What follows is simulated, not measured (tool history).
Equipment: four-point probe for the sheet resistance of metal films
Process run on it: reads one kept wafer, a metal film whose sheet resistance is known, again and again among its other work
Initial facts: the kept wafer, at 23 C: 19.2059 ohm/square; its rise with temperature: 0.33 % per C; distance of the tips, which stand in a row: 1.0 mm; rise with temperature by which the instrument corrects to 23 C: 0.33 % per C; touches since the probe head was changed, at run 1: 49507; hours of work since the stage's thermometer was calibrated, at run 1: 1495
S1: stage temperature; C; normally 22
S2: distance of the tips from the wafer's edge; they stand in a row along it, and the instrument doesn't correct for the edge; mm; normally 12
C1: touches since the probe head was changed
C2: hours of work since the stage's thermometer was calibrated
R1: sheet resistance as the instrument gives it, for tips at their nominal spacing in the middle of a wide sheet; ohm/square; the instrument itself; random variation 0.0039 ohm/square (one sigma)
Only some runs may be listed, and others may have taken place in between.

{"run": 1, "hour": 0.0, "S1": 22, "S2": 12, "C1": 49507, "C2": 1495, "R1": 19.192869}
{"run": 2, "hour": 40.5, "S1": 22, "S2": 12, "C1": 51004, "C2": 1516, "R1": 19.196347}
{"run": 3, "hour": 70.6, "S1": 22, "S2": 12, "C1": 52119, "C2": 1533, "R1": 19.194475}
{"run": 4, "hour": 142.4, "S1": 22, "S2": 11, "C1": 54776, "C2": 1571, "R1": 19.203628}
{"run": 5, "hour": 209.1, "S1": 22, "S2": 11, "C1": 57243, "C2": 1607, "R1": 19.203491}
{"run": 6, "hour": 276.6, "S1": 22, "S2": 11, "C1": 59741, "C2": 1644, "R1": 19.201095}
{"run": 7, "hour": 347.3, "S1": 22, "S2": 11, "C1": 62357, "C2": 1682, "R1": 19.195407}
{"run": 8, "hour": 402.5, "S1": 22, "S2": 12, "C1": 64400, "C2": 1712, "R1": 19.184019}
{"run": 9, "hour": 443.4, "S1": 20, "S2": 12, "C1": 65915, "C2": 1734, "R1": 19.176085}
{"run": 10, "hour": 474.8, "S1": 20, "S2": 12, "C1": 67078, "C2": 1751, "R1": 19.178552}
{"run": 11, "hour": 504.5, "S1": 20, "S2": 12, "C1": 68175, "C2": 1767, "R1": 19.187254}
{"run": 12, "hour": 575.0, "S1": 31, "S2": 8, "C1": 70782, "C2": 1805, "R1": 19.278541}
{"run": 13, "hour": 614.5, "S1": 30, "S2": 8, "C1": 72245, "C2": 1826, "R1": 19.274654}
{"run": 14, "hour": 678.6, "S1": 20, "S2": 16, "C1": 74617, "C2": 1860, "R1": 19.142639}
{"run": 15, "hour": 711.5, "S1": 20, "S2": 16, "C1": 75836, "C2": 1878, "R1": 19.139682}
{"run": 16, "hour": 758.7, "S1": 25, "S2": 12, "C1": 77579, "C2": 1904, "R1": 19.178146}
{"run": 17, "hour": 793.6, "S1": 22, "S2": 4, "C1": 78873, "C2": 1922, "R1": 19.718669}
{"run": 18, "hour": 827.3, "S1": 28, "S2": 16, "C1": 80120, "C2": 1941, "R1": 19.142581}
{"run": 19, "hour": 876.4, "S1": 19, "S2": 8, "C1": 81936, "C2": 1967, "R1": 19.251277}
{"run": 20, "hour": 919.6, "S1": 19, "S2": 28, "C1": 83534, "C2": 1990, "R1": 19.099894}
{"run": 21, "hour": 951.1, "S1": 27, "S2": 19, "C1": 84700, "C2": 2007, "R1": 19.127678}

Branching from run 21: 3 alternative next runs. What would each branch give?
{"run": "A", "hour": 1013.5, "S1": 27, "S2": 27, "C1": 87009, "C2": 2041, "R1": "?"}
{"run": "B", "hour": 1013.5, "S1": 20, "S2": 12, "C1": 87009, "C2": 2041, "R1": "?"}
{"run": "C", "hour": 1013.5, "S1": 29, "S2": 52, "C1": 87009, "C2": 2041, "R1": "?"}

run=A R1=19.111816
run=B R1=19.161033
run=C R1=19.098985
Without the tool's hidden state the same runs would have given:
run=A R1=19.225506
run=B R1=19.276064
run=C R1=19.212308
